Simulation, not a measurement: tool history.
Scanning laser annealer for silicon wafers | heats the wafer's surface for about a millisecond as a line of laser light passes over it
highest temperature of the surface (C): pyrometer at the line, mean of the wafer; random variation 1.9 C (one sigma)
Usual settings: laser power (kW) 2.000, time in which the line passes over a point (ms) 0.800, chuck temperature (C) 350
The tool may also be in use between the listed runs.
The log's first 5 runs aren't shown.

run,hour,laser power (kW),time in which the line passes over a point (ms),chuck temperature (C),hours of work since the window was cleaned,hours of work since the power meter was calibrated,hours of work since the optics were aligned,highest temperature of the surface (C)
6,91.2,2.000,0.800,350,51,467,1665,1108
7,112.6,2.000,0.800,381,66,482,1680,1138
8,131.9,2.000,0.800,381,79,496,1693,1133
9,142.6,2.000,0.800,381,86,503,1701,1129
10,161.6,2.000,0.800,381,100,516,1714,1133
11,183.6,2.000,0.800,381,115,531,1729,1130
12,204.5,2.000,0.800,381,129,546,1744,1127
13,226.3,2.000,0.800,381,144,561,1759,1129
14,242.9,2.000,0.800,381,156,572,1770,1126
15,264.6,2.000,0.737,350,171,587,1785,1061
16,289.2,2.000,0.737,350,187,604,1802,1063
17,302.0,2.191,0.983,382,196,613,1811,1302
18,317.8,2.136,0.983,382,207,624,1822,1274
19,335.9,2.105,0.656,366,220,636,1834,1083
20,350.7,2.004,0.713,376,230,646,1844,1081
21,365.8,2.004,0.713,376,240,657,1855,1074
22,378.1,1.988,0.865,350,249,665,1863,1108
23,388.7,2.195,0.682,386,256,672,1870,1156

Run 24 comes next. What will it give?
24,408.2,1.860,0.587,355,269,686,1884,?

{"run 24": {"highest temperature of the surface (C)": 935}}
Without the tool's hidden state the same run would have given highest temperature of the surface (C) 961.

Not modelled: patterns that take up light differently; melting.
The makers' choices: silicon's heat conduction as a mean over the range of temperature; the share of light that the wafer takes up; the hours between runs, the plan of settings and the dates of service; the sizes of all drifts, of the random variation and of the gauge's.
